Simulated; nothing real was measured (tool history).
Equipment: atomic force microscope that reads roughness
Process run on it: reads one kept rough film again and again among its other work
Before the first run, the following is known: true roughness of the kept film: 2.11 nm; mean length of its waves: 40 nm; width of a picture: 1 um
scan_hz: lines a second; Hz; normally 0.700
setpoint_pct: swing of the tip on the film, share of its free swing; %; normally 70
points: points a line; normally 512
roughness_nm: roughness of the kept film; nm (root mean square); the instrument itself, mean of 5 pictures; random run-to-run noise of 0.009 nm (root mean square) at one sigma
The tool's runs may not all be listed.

run	hour	scan_hz	setpoint_pct	points	roughness_nm
1	0.0	0.700	70	512	1.974
2	51.5	0.700	70	512	1.953
# hour 62.1: new tip fitted
3	105.2	0.700	70	512	2.000
4	153.0	0.700	70	512	2.001
5	180.7	0.700	70	512	1.985
6	204.7	1.128	70	512	1.947
7	256.0	0.700	70	512	1.974
# hour 275.1: new tip fitted
8	284.8	0.700	70	663	2.009
9	314.0	0.700	70	663	2.008
# hour 318.5: height scale calibrated on a step standard
10	351.1	0.700	70	512	2.008
11	381.0	0.700	70	512	1.995
# hour 407.2: height scale calibrated on a step standard, once more
12	418.3	0.700	70	512	1.955
13	448.6	0.700	70	512	1.945
# hour 490.8: new tip fitted
14	495.5	0.573	57	260	2.009
15	540.8	2.133	76	631	1.839
16	568.9	0.666	57	414	2.000
17	591.2	0.666	57	414	1.997
18	633.8	0.666	57	414	1.989
19	677.6	1.936	70	754	1.885
20	701.0	1.936	70	754	1.859
# hour 705.9: new tip fitted
21	734.1	1.936	70	754	1.909
22	786.5	2.063	70	651	1.893
23	823.8	2.063	70	651	1.882
24	864.0	2.063	70	651	1.892
25	906.9	2.675	87	911	1.652
# hour 921.0: new tip fitted
26	958.7	2.675	87	911	1.671

Consider 4 possible next runs. They are alternatives, not a sequence: every one starts from the tool as it was left by run 26. What does each give?
A	991.6	0.791	87	911	?
B	991.6	3.686	68	516	?
C	991.6	0.700	70	712	?
D	991.6	2.121	78	601	?

run	roughness_nm
A	1.915
B	1.840
C	1.987
D	1.828
The same runs, with their run-to-run variation unchanged, on a tool lacking any hidden condition would have given:
run	roughness_nm
A	1.928
B	1.852
C	2.000
D	1.840
